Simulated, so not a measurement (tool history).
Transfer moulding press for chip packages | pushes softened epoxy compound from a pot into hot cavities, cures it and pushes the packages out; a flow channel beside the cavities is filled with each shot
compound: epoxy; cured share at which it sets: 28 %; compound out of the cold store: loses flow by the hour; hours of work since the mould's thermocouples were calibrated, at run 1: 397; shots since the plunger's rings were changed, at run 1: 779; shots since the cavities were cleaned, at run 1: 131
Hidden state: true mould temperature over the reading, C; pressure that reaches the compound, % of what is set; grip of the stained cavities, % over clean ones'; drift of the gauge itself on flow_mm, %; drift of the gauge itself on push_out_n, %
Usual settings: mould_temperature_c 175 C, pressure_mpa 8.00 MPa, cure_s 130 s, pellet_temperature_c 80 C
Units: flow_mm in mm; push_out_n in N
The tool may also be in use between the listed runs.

run	hour	mould_temperature_c	pressure_mpa	cure_s	pellet_temperature_c	hours of work since the mould's thermocouples were calibrated	shots since the plunger's rings were changed	shots since the cavities were cleaned	incoming compound's hours out of the cold store	flow_mm	push_out_n
1	0.0	175	8.00	130	80	397	779	131	21.3	509.3	376
2	16.6	170	8.00	130	80	409	952	304	21.3	512.7	463
3	34.4	170	8.00	130	80	422	1138	490	31.9	482.0	478
# hour 38.7: cavities cleaned with cleaning compound and waxed
4	47.2	170	8.00	130	80	430	1256	89	26.3	497.5	406
5	56.7	170	8.00	130	80	437	1355	188	26.2	498.9	427
6	71.4	175	8.00	130	73	447	1508	341	9.7	541.0	421
7	80.1	175	8.00	130	80	454	1599	432	29.1	486.4	437
# hour 90.4: cavities cleaned with cleaning compound and waxed
8	91.6	175	8.00	130	80	461	1704	13	24.4	498.2	352
9	105.9	175	8.00	130	80	471	1852	161	23.3	498.5	386
10	115.9	175	8.00	130	80	479	1957	266	45.7	440.6	399
11	125.0	175	8.00	130	80	485	2052	361	36.7	462.6	411
12	134.7	175	8.00	130	80	492	2153	462	30.4	479.0	434
# hour 141.8: cavities cleaned with cleaning compound and waxed
13	147.4	175	8.00	130	80	500	2269	58	28.3	482.1	354
14	164.2	175	8.00	130	80	513	2445	234	26.5	488.1	387
15	178.9	175	8.00	130	80	523	2598	387	31.8	473.1	418
# hour 194.0: cavities cleaned with cleaning compound and waxed
16	194.6	178	6.85	144	84	534	2746	6	43.5	406.1	328
# hour 206.4: plunger's sealing rings changed
17	208.8	180	9.86	144	84	542	25	129	34.4	524.3	352
# hour 212.4: mould's thermocouples calibrated
18	227.3	176	8.00	121	79	11	196	300	24.7	503.1	399
19	237.0	176	8.00	121	79	18	297	401	43.8	451.4	426
# hour 240.5: mould's thermocouples calibrated, once more
20	248.2	176	8.00	121	79	6	393	497	16.7	525.1	454
# hour 252.6: cavities cleaned with cleaning compound and waxed
21	267.7	176	8.00	121	82	19	581	158	20.9	511.6	385
22	275.3	176	8.00	121	82	24	661	238	44.7	446.7	410
23	289.0	176	8.00	121	87	34	804	381	37.1	465.8	438
24	301.5	182	7.52	141	85	43	934	511	31.4	461.1	416
# hour 304.1: cavities cleaned with cleaning compound and waxed
25	314.4	183	8.00	164	80	51	1053	108	16.8	516.1	344
26	332.4	182	9.57	112	80	65	1241	296	24.8	539.2	398
27	341.5	175	8.00	137	78	71	1335	390	13.8	528.5	429
28	349.6	182	8.00	149	80	77	1420	475	37.4	459.1	409
# hour 356.1: cavities cleaned with cleaning compound and waxed
29	361.4	168	8.00	142	71	84	1527	55	8.5	552.1	411

Forecast each of these 3 alternatives for the next run:
A	375.4	168	9.11	132	78	95	1673	201	47.1	?	?
B	375.4	175	8.00	121	80	95	1673	201	40.6	?	?
C	375.4	168	8.00	117	71	95	1673	201	47.2	?	?

run	flow_mm	push_out_n
A	472.6	435
B	455.2	388
C	444.0	527
Without the tool's hidden state the same runs would have given:
run	flow_mm	push_out_n
A	481.9	384
B	464.1	340
C	452.7	468
